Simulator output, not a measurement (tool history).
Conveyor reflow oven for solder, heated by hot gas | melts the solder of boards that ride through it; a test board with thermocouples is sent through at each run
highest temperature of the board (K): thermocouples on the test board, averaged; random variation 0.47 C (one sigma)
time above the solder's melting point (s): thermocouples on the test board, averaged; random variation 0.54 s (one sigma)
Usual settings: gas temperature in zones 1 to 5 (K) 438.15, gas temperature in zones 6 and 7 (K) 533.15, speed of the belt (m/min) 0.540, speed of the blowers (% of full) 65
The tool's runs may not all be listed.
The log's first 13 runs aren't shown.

run   hour  gas temperature in zones 1 to 5 (K)  gas temperature in zones 6 and 7 (K)  speed of the belt (m/min)  speed of the blowers (% of full)  highest temperature of the board (K)  time above the solder's melting point (s)
 14  470.6                               438.15                                533.15                      0.540                                65                                511.75                                       35.0
 15  519.9                               444.15                                533.15                      0.540                                65                                512.65                                       37.6
 16  556.9                               444.15                                533.15                      0.540                                65                                513.15                                       37.4
 17  586.8                               444.15                                535.15                      0.532                                65                                514.45                                       39.5
 18  625.7                               452.15                                538.15                      0.561                                77                                520.15                                       45.2
     652.4  -- belt drive overhauled, speed set with a stopwatch
 19  664.8                               452.15                                538.15                      0.561                                77                                521.05                                       45.5
 20  691.4                               452.15                                538.15                      0.561                                77                                520.35                                       45.7
 21  742.3                               452.15                                530.15                      0.575                                50                                504.45                                       25.9
     772.1  -- flux residue cleaned out of gas plates and filters
 22  774.7                               452.15                                546.15                      0.575                                50                                516.25                                       39.2
 23  807.3                               438.15                                533.15                      0.555                                85                                516.25                                       39.2
 24  840.6                               438.15                                533.15                      0.555                                85                                515.35                                       39.0
 25  874.5                               434.15                                533.15                      0.555                                88                                516.05                                       38.0
 26  903.7                               436.15                                533.15                      0.540                                88                                517.25                                       41.4
 27  946.4                               438.15                                548.15                      0.446                                88                                536.45                                       65.6
 28  997.0                               438.15                                548.15                      0.446                                88                                535.95                                       65.4

Run 29 comes next. What will it give?
 29  1036.9                               439.15                                528.15                      0.522                                62                                     ?                                          ?

{"run 29": {"highest temperature of the board (K)": 507.45, "time above the solder's melting point (s)": 32.1}}
Without the tool's hidden state the same run would have given highest temperature of the board (K) 507.45, time above the solder's melting point (s) 32.1.
